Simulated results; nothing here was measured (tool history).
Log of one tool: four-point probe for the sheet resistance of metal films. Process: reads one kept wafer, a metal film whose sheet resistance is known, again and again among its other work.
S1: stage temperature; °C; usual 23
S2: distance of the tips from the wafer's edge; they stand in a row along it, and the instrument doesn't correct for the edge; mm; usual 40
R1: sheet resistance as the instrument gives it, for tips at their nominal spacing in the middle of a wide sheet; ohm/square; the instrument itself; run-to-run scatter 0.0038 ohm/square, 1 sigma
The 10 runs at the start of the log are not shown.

run,hour,S1,S2,R1
11,406.7,23,36,18.847677
12,460.6,23,36,18.843987
13,507.4,23,36,18.836545
14,535.4,23,36,18.835159
15,564.8,23,36,18.836001
16,600.1,23,36,18.845437
17,658.1,23,40,18.838947
18,712.1,23,40,18.836699
19,736.5,23,7,19.156895
20,762.2,23,7,19.159288
21,803.9,23,7,19.15643
22,856.1,23,7,19.160631
23,882.7,23,7,19.159879
24,914.8,23,7,19.163482
25,948.9,34,19,18.779554
26,992.9,34,19,18.772938
27,1018.9,23,4,19.796036
28,1065.1,23,5,19.458231

Estimate the outcome of run 29 from the log above:
29,1106.4,25,11,?

R1: 18.946426 ohm/square
Had the tool carried no hidden state, the very same run would have given R1 18.945535 ohm/square.
